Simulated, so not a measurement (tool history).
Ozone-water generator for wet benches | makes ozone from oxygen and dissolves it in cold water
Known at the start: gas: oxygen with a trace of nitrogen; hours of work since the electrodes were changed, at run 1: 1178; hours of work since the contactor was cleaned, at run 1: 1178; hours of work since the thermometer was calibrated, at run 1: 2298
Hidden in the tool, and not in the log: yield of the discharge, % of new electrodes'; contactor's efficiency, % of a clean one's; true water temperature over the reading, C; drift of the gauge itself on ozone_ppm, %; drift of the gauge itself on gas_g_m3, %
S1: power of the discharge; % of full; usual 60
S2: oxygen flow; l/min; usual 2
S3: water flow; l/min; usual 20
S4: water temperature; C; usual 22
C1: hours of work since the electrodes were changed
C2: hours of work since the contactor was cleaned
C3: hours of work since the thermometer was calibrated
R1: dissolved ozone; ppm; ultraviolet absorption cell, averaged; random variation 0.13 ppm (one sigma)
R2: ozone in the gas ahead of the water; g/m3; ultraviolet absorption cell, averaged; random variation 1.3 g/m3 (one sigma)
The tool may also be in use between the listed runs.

| run | hour | S1 | S2 | S3 | S4 | C1 | C2 | C3 | R1 | R2 |
|---|---|---|---|---|---|---|---|---|---|---|
| 1 | 0 | 60 | 2 | 20 | 22 | 1178 | 1178 | 2298 | 14 | 231.1 |
| 2 | 116.2 | 60 | 2 | 20 | 22 | 1277 | 1277 | 2397 | 13.9 | 232.4 |
| 3 | 194.7 | 60 | 2 | 20 | 22 | 1345 | 1345 | 2465 | 14.1 | 230.6 |
| 4 | 273.9 | 60 | 2 | 21 | 22 | 1412 | 1412 | 2532 | 12.9 | 230.2 |
| 5 | 335.4 | 60 | 2 | 21 | 22 | 1465 | 1465 | 2585 | 12.9 | 231.9 |
| 6 | 437.2 | 60 | 1.29 | 20 | 22 | 1552 | 1552 | 2672 | 12.7 | 298 |
| 7 | 492.7 | 60 | 2 | 14 | 22 | 1600 | 1600 | 2720 | 18.9 | 229.4 |
| 8 | 549.5 | 60 | 2 | 14 | 22 | 1648 | 1648 | 2768 | 19 | 230.9 |
| 9 | 666.8 | 60 | 2 | 14 | 22 | 1749 | 1749 | 2869 | 19.3 | 230.6 |
| 10 | 747.4 | 60 | 2 | 14 | 14 | 1818 | 1818 | 2938 | 20.6 | 230.9 |
| 11 | 841.1 | 60 | 2 | 14 | 14 | 1898 | 1898 | 3018 | 20.3 | 226.9 |
| 12 | 909.8 | 60 | 2 | 14 | 14 | 1957 | 1957 | 3077 | 20.2 | 226.9 |
| 13 | 1032.3 | 60 | 2.27 | 20 | 22 | 2062 | 2062 | 3182 | 13.7 | 213.1 |
| 14 | 1127.2 | 60 | 2.27 | 20 | 22 | 2143 | 2143 | 3263 | 13.8 | 210.6 |
| 15 | 1202.1 | 60 | 2 | 20 | 22 | 2207 | 2207 | 3327 | 13.2 | 226.3 |
| 16 | 1303.7 | 60 | 2 | 20 | 22 | 2294 | 2294 | 3414 | 13.2 | 227 |
| 17 | 1379.1 | 82 | 2.4 | 20 | 22 | 2358 | 2358 | 3479 | 16.2 | 240.7 |
| 18 | 1439.5 | 82 | 2.4 | 31 | 25 | 2410 | 2410 | 3530 | 10.1 | 243.1 |
| 19 | 1497.2 | 97 | 2.37 | 15 | 15 | 2460 | 2460 | 3580 | 25 | 268.8 |
| 20 | 1589.7 | 60 | 2 | 22 | 23 | 2539 | 2539 | 3659 | 11.9 | 227.7 |
| 21 | 1667.8 | 75 | 2 | 15 | 15 | 2606 | 2606 | 3726 | 21.6 | 254.3 |
| 22 | 1773 | 71 | 1.54 | 17 | 15 | 2696 | 2696 | 3816 | 17.1 | 286.8 |
| 23 | 1892.5 | 71 | 1.54 | 12 | 27 | 2798 | 2798 | 3918 | 21.2 | 286.6 |
| 24 | 1993.5 | 57 | 1.08 | 21 | 23 | 2884 | 2884 | 4005 | 10.6 | 313.4 |
| 25 | 2063.5 | 57 | 1.08 | 21 | 23 | 2944 | 2944 | 4064 | 10.3 | 310 |
|  | 2126 | contactor cleaned |
| 26 | 2138.1 | 57 | 1.08 | 23 | 24 | 3005 | 10 | 4125 | 9.8 | 310.1 |
| 27 | 2255.8 | 57 | 1.08 | 23 | 21 | 3105 | 111 | 4226 | 10 | 307.5 |
| 28 | 2331.9 | 57 | 1.08 | 23 | 21 | 3171 | 176 | 4291 | 10.1 | 306.9 |
| 29 | 2410 | 51 | 1.52 | 20 | 15 | 3237 | 243 | 4358 | 12.4 | 238.2 |
| 30 | 2499.1 | 90 | 3.22 | 13 | 15 | 3314 | 319 | 4434 | 27.2 | 210.8 |
| 31 | 2593.2 | 80 | 3.22 | 19 | 15 | 3394 | 400 | 4514 | 18.7 | 197 |
| 32 | 2709.7 | 80 | 3.22 | 19 | 15 | 3494 | 500 | 4614 | 18.6 | 194.9 |

Measured less the same run without the tool's hidden state. The same run-to-run variation is in both; the gauge's scatter may not be:
| run | R1 | R2 |
|---|---|---|
| 1 | -0.7 | -5.9 |
| 2 | -0.7 | -6.5 |
| 3 | -0.8 | -6.8 |
| 4 | -0.8 | -7.1 |
| 5 | -0.8 | -7.5 |
| 6 | -0.8 | -10.2 |
| 7 | -1.1 | -8.1 |
| 8 | -1.2 | -8.3 |
| 9 | -1.3 | -8.9 |
| 10 | -1.4 | -9.1 |
| 11 | -1.4 | -9.5 |
| 12 | -1.5 | -9.8 |
| 13 | -1.3 | -9.7 |
| 14 | -1.3 | -10 |
| 15 | -1.3 | -11.2 |
| 16 | -1.3 | -11.7 |
| 17 | -1.9 | -15.5 |
| 18 | -1.4 | -15.9 |
| 19 | -2.9 | -19.8 |
| 20 | -1.3 | -13 |
| 21 | -2.4 | -17.2 |
| 22 | -2 | -19.5 |
| 23 | -2.4 | -20.2 |
| 24 | -1.3 | -19.9 |
| 25 | -1.3 | -20.2 |
| 26 | -0.7 | -20.6 |
| 27 | -0.8 | -21.3 |
| 28 | -0.8 | -21.7 |
| 29 | -0.9 | -15.9 |
| 30 | -3.1 | -20.6 |
| 31 | -2 | -18.5 |
| 32 | -2.1 | -18.9 |
